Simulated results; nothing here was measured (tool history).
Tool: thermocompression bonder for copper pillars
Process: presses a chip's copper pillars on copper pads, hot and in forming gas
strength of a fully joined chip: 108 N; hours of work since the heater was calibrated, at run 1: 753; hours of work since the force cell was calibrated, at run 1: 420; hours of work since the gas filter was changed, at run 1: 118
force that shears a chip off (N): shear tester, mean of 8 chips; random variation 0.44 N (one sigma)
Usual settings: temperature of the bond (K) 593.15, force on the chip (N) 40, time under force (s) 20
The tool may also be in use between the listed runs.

run	day	temperature of the bond (K)	force on the chip (N)	time under force (s)	hours of work since the heater was calibrated	hours of work since the force cell was calibrated	hours of work since the gas filter was changed	force that shears a chip off (N)
1	0.000	593.15	40	20	753	420	118	58.3
# day 1.738: forming gas filter changed
2	3.688	593.15	40	20	814	481	32	62.3
3	6.500	593.15	40	20	861	527	79	60.7
# day 6.917: heater calibrated with a thermocouple chip
4	8.838	593.15	40	20	32	565	117	52.6
# day 10.667: forming gas filter changed
5	10.779	593.15	40	20	64	597	2	58.2
6	13.154	593.15	40	20	104	636	41	57.1
7	16.958	593.15	40	20	167	700	105	54.0
# day 19.442: forming gas filter changed
8	20.729	593.15	40	20	229	762	21	59.2
9	23.633	593.15	40	20	278	811	70	56.3
10	26.842	593.15	40	20	331	864	123	55.0
# day 28.208: forming gas filter changed
11	29.325	593.15	40	20	372	905	19	58.6
12	32.717	593.15	40	20	428	961	75	56.2
# day 33.108: force cell calibrated
13	35.762	593.15	40	20	478	44	125	54.7
# day 37.004: forming gas filter changed
14	37.967	593.15	40	13	514	80	16	52.4
15	41.458	593.15	25	13	573	139	74	38.1
16	43.050	593.15	25	34	599	165	101	52.9
17	44.729	593.15	25	34	627	193	129	52.0
# day 45.746: forming gas filter changed
18	46.942	593.15	25	34	664	230	20	57.3
19	49.658	593.15	25	34	709	275	65	55.0
# day 51.250: force cell calibrated, once more
20	51.825	593.15	25	34	744	10	100	55.6
# day 54.408: forming gas filter changed
21	54.412	564.15	25	33	787	52	0	43.2
22	57.867	603.15	31	33	844	110	58	68.9
# day 59.254: heater calibrated with a thermocouple chip
23	59.783	603.15	31	33	9	140	88	61.0
24	62.712	576.15	40	20	58	189	137	43.2
# day 63.142: forming gas filter changed
25	65.883	576.15	40	20	110	242	46	46.2
26	68.892	576.15	40	20	160	292	96	45.4
# day 72.071: forming gas filter changed
27	72.396	590.15	41	25	218	350	5	62.1
28	74.608	590.15	41	25	255	386	42	60.9
29	77.112	593.15	58	27	297	428	84	71.6
30	79.746	593.15	58	27	340	472	128	69.9
# day 80.783: forming gas filter changed
31	83.425	593.15	58	27	401	533	44	74.4
32	86.033	584.15	40	20	445	576	87	52.0
33	88.712	584.15	34	10	489	621	132	34.9
# day 89.562: forming gas filter changed
34	92.033	593.15	49	20	544	676	41	66.5
35	93.867	583.15	52	20	575	706	72	60.3
36	97.638	612.15	25	40	638	769	134	64.2
# day 98.300: forming gas filter changed
37	100.779	593.15	43	32	690	821	41	70.6
38	104.625	611.15	34	20	754	885	105	63.1
# day 106.929: forming gas filter changed
39	108.400	600.15	38	16	816	948	25	60.4

Hidden state or all else? Some run-to-run changes of force that shears a chip off (N), split into what the settings, what came in and random variation would give without the hidden state, and what is left for the hidden state (with any gauge scatter that isn't in both results):
The hidden state here: true temperature of the bond over the reading, C; force that reaches the chip, % of what is set; oxide that the forming gas leaves, % of the face; drift of the gauge itself on shear_n, %.
Run 3 -> 4: heater calibrated with a thermocouple chip. force that shears a chip off (N) -8.1: hidden state -7.8, all else -0.3.
Run 21 -> 22: temperature of the bond (K) 564.15 -> 603.15, force on the chip (N) 25 -> 31. force that shears a chip off (N) +25.7: hidden state -2.2, all else +27.9.
Run 22 -> 23: heater calibrated with a thermocouple chip. force that shears a chip off (N) -7.9: hidden state -8.5, all else +0.6.
Run 31 -> 32: temperature of the bond (K) 593.15 -> 584.15, force on the chip (N) 58 -> 40, time under force (s) 27 -> 20. force that shears a chip off (N) -22.4: hidden state -0.6, all else -21.8.
Run 33 -> 34: temperature of the bond (K) 584.15 -> 593.15, force on the chip (N) 34 -> 49, time under force (s) 10 -> 20, forming gas filter changed. force that shears a chip off (N) +31.6: hidden state +3.0, all else +28.6.
Run 36 -> 37: temperature of the bond (K) 612.15 -> 593.15, force on the chip (N) 25 -> 43, time under force (s) 40 -> 32, forming gas filter changed. force that shears a chip off (N) +6.4: hidden state +5.5, all else +0.9.
